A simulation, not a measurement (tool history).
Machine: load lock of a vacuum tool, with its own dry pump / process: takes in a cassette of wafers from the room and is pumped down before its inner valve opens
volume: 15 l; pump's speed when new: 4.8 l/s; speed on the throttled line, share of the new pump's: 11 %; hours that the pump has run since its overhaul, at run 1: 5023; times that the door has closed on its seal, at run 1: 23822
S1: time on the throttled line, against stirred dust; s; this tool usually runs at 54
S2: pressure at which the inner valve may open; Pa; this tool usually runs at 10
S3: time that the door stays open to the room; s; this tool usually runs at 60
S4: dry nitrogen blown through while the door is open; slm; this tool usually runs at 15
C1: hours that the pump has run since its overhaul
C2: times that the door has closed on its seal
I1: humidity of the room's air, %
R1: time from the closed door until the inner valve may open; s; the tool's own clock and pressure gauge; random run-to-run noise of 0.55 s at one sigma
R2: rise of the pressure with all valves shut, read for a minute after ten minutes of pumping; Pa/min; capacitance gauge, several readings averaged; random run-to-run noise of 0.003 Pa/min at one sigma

Run 1, hour 0.0: usual settings; C1 5023; C2 23822; I1 44.3. Result: R1 79.2 s, R2 0.232 Pa/min.
Run 2, hour 446.3: usual settings; C1 5470; C2 25126; I1 44.0. Result: R1 78.9 s, R2 0.253 Pa/min.
Run 3, hour 690.9: usual settings; C1 5714; C2 25841; I1 41.1. Result: R1 79.2 s, R2 0.266 Pa/min.
Run 4, hour 1053.3: usual settings; C1 6077; C2 26900; I1 48.1. Result: R1 79.5 s, R2 0.284 Pa/min.
Run 5, hour 1563.5: usual settings; C1 6587; C2 28390; I1 47.8. Result: R1 79.9 s, R2 0.310 Pa/min.
Run 6, hour 2092.8: usual settings; C1 7116; C2 29937; I1 44.1. Result: R1 80.2 s, R2 0.327 Pa/min.
Run 7, hour 2651.2: usual settings but S3 70 s; C1 7675; C2 31569; I1 41.5. Result: R1 80.0 s, R2 0.357 Pa/min.
Run 8, hour 2953.6: usual settings but S3 70 s; C1 7977; C2 32452; I1 43.3. Result: R1 79.7 s, R2 0.362 Pa/min.
Run 9, hour 3445.3: usual settings but S3 70 s; C1 8469; C2 33889; I1 47.6. Result: R1 80.1 s, R2 0.382 Pa/min.
Run 10, hour 3888.3: usual settings but S3 70 s; C1 8912; C2 35183; I1 46.9. Result: R1 80.2 s, R2 0.407 Pa/min.
Run 11, hour 4415.3: usual settings but S4 14 slm; C1 9439; C2 36723; I1 43.7. Result: R1 80.9 s, R2 0.433 Pa/min.
Run 12, hour 4667.4: usual settings; C1 9691; C2 37460; I1 42.2. Result: R1 80.2 s, R2 0.450 Pa/min.
Run 13, hour 5069.6: usual settings; C1 10093; C2 38635; I1 43.3. Result: R1 80.3 s, R2 0.468 Pa/min.
Run 14, hour 5581.9: usual settings but S1 100 s, S2 16 Pa, S4 11 slm; C1 10605; C2 40132; I1 43.6. Result: R1 117.1 s, R2 0.497 Pa/min.
Run 15, hour 6129.2: usual settings but S1 105 s, S2 8 Pa, S3 33 s, S4 11 slm; C1 11152; C2 41731; I1 47.4. Result: R1 127.8 s, R2 0.523 Pa/min.
Run 16, hour 6479.8: usual settings but S1 46 s, S2 13 Pa, S3 151 s, S4 9 slm; C1 11503; C2 42756; I1 44.8. Result: R1 73.4 s, R2 0.599 Pa/min.
Run 17, hour 7058.4: usual settings but S1 46 s, S2 13 Pa, S3 151 s, S4 9 slm; C1 12082; C2 44446; I1 42.7. Result: R1 73.8 s, R2 0.643 Pa/min.
Run 18, hour 7641.2: usual settings but S1 46 s, S2 7 Pa, S3 238 s, S4 9 slm; C1 12665; C2 46149; I1 45.7. Result: R1 76.8 s, R2 0.721 Pa/min.
Run 19, hour 8026.6: usual settings but S1 100 s; C1 13050; C2 47275; I1 46.5. Result: R1 122.5 s, R2 0.648 Pa/min.
Run 20, hour 8305.6: usual settings but S2 9 Pa, S3 71 s; C1 13329; C2 48091; I1 44.2. Result: R1 82.5 s, R2 0.683 Pa/min.
Run 21, hour 8647.6: usual settings but S1 39 s, S3 145 s; C1 13671; C2 49090; I1 43.1. Result: R1 70.1 s, R2 0.718 Pa/min.
Run 22, hour 8982.0: usual settings but S1 39 s, S3 145 s; C1 14005; C2 50067; I1 44.9. Result: R1 70.4 s, R2 0.742 Pa/min.
Run 23, hour 9279.9: usual settings but S3 27 s; C1 14303; C2 50938; I1 45.9. Result: R1 83.3 s, R2 0.720 Pa/min.
At hour 9706.7: door's seal changed, seat wiped.
Run 24, hour 9851.3: usual settings but S1 92 s, S2 9 Pa, S3 88 s; C1 14873; C2 423; I1 43.7. Result: R1 115.9 s, R2 0.044 Pa/min.

Per-run results on a tool with no hidden state, each run keeping its own random variation:
Hidden state present: pump's speed, % of a new pump's; leak at the door's seal, Pa l/s; drift of the gauge itself on ready_s, %; drift of the gauge itself on rise_pa_min, %.
run     R1     R2
  1   77.2  0.038
  2   76.8  0.039
  3   77.0  0.040
  4   77.1  0.045
  5   77.3  0.047
  6   77.4  0.044
  7   76.9  0.042
  8   76.5  0.044
  9   76.7  0.042
 10   76.6  0.045
 11   77.1  0.041
 12   76.3  0.040
 13   76.2  0.042
 14  114.1  0.043
 15  124.2  0.037
 16   68.7  0.098
 17   68.8  0.096
 18   71.1  0.135
 19  118.3  0.041
 20   76.9  0.049
 21   63.9  0.072
 22   64.0  0.074
 23   77.2  0.031
 24  110.8  0.041
